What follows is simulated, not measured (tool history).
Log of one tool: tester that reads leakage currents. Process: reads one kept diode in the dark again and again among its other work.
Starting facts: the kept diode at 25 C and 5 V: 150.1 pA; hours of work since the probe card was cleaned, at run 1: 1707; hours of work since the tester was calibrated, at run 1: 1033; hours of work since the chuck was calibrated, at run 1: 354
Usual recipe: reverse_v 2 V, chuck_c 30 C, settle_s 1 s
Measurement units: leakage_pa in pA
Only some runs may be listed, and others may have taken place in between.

run,hour,reverse_v,chuck_c,settle_s,hours of work since the probe card was cleaned,hours of work since the tester was calibrated,hours of work since the chuck was calibrated,leakage_pa
1,0,2,30,1,1707,1033,354,164.23
2,43.5,2,30,1,1732,1058,379,164.32
3,116.9,2,56,1,1775,1101,422,1484.98
4,222.1,2,31,1,1836,1162,483,177.96
5,271.8,2,30,1,1865,1191,512,163.72
6,369.1,2,30,1,1922,1247,568,162.04
7,436.2,2,30,1,1961,1286,607,162.24
8,527.7,2,30,3.45,2014,1339,660,161.46
9,598.6,2,38,3.45,2055,1381,702,327.7
# hour 679.1: probe card cleaned and baked
10,690.8,2,38,3.45,7,1433,754,327.67
11,739.5,2,38,3.45,35,1461,782,327.65
12,845.5,2,38,3.45,97,1522,843,326.14
13,896.7,2,38,3.45,127,1552,873,326.02
14,971.4,2,38,3.45,170,1596,917,325.06
# hour 1000.6: probe card cleaned and baked, once more
15,1077.6,2,38,3.45,45,1656,977,315.88
16,1137.6,2,38,3.45,80,1691,1012,316.53
17,1188.6,2.14,30,1,109,1720,1041,157.37
18,1264.1,2.14,30,1,153,1764,1085,156.37
19,1318.2,2.14,30,1,185,1796,1117,155.46
20,1396.4,14.26,30,1.26,230,1841,1162,358.22
21,1461.4,14.26,30,1.26,268,1879,1200,359.14
22,1542.9,13.63,30,2.47,315,1926,1247,349.31
23,1643.8,16.53,51,6.57,374,1985,1306,2363.65
24,1710,11.42,33,3.19,413,2023,1344,425.23
25,1798.3,1.97,49,1,464,2075,1396,788.75
26,1889.8,1.76,57,1.43,517,2128,1449,1419.11
27,1944.4,1.76,57,1.43,549,2160,1481,1423.4
28,2041,10.28,29,3.46,605,2216,1537,279.43
29,2115.1,6.45,45,0.52,648,2259,1580,937.16
30,2211.4,4.98,48,6.86,704,2315,1636,1065.2
31,2279.2,4.55,44,0.36,744,2354,1675,731.83
32,2331.3,2,37,1,774,2385,1706,274.79
33,2401.5,3.64,36,0.94,815,2426,1747,329.57
34,2457.7,1.13,52,1,847,2458,1779,770.04

Forecast each of these 3 alternatives for the next run:
# hour 2489.4: chuck's temperature calibrated
A,2532.5,1.67,42,1,890,2501,25,?
# hour 2489.4: chuck's temperature calibrated
B,2532.5,1.13,31,0.3,890,2501,25,?
# hour 2489.4: chuck's temperature calibrated
C,2532.5,1.13,22,1,890,2501,25,?

run,leakage_pa
A,445
B,142.06
C,60.63
With the hidden condition removed and each run's random variation left untouched, the same runs would have given:
run,leakage_pa
A,439.02
B,139.49
C,58.83
